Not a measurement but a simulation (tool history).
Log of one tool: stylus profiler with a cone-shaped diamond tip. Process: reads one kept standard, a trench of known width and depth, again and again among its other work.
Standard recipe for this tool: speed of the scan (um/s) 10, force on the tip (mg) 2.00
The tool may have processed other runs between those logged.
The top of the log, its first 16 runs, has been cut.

run   hour  speed of the scan (um/s)  force on the tip (mg)  depth of the trench (nm)  width of the trench's floor (nm)
     222.4  -- height scale calibrated on a step standard
 17  235.4                        10                   4.33                   1019.08                             45450
 18  252.4                        10                   4.33                   1019.58                             45440
 19  271.2                        10                   4.33                   1019.21                             45390
 20  280.8                        10                   2.00                   1010.31                             45390
     290.6  -- height scale calibrated on a step standard, once more
 21  299.1                        10                   2.00                   1012.90                             45410
 22  307.6                         2                   2.00                   1013.07                             45450
 23  316.4                         2                   2.00                   1013.03                             45450
 24  329.3                         2                   4.06                   1020.87                             45400
 25  347.0                        27                   2.64                   1015.47                             45370

Estimate the outcome of run 26 from the log above:
 26  356.6                        27                   2.64                         ?                                 ?

depth of the trench (nm): 1015.32
width of the trench's floor (nm): 45350
Take away the tool's hidden state, keep the run-to-run variation as it was, and the same run would have given depth of the trench (nm) 1015.54, width of the trench's floor (nm) 45960.

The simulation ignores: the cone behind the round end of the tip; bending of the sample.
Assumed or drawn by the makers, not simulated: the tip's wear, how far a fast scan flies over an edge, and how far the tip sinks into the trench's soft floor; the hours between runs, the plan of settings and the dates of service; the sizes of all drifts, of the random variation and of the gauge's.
